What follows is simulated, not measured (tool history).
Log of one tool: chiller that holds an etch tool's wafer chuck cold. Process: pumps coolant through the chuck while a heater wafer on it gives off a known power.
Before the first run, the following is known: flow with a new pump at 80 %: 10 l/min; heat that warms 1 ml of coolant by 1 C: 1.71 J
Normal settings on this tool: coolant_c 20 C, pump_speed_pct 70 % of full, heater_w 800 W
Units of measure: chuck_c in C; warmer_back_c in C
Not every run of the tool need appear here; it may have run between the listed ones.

run,hour,coolant_c,pump_speed_pct,heater_w,chuck_c,warmer_back_c
1,0.0,20,70,800,26.2,3.38
2,46.7,20,70,800,26.3,3.36
3,91.1,20,70,800,26.3,3.41
# hour 96.1: chiller's thermometer calibrated
4,123.2,20,70,704,25.6,3.04
5,161.8,20,65,800,26.5,3.64
6,214.1,20,93,800,24.9,2.56

Run 7, settings as shown, results not yet in. Your forecast:
7,268.6,29,70,550,?,?

chuck_c: 33.4 C
warmer_back_c: 2.34 C
If the tool had no hidden condition, the same run with the same run-to-run variation would have returned chuck_c 33.3 C, warmer_back_c 2.20 C.
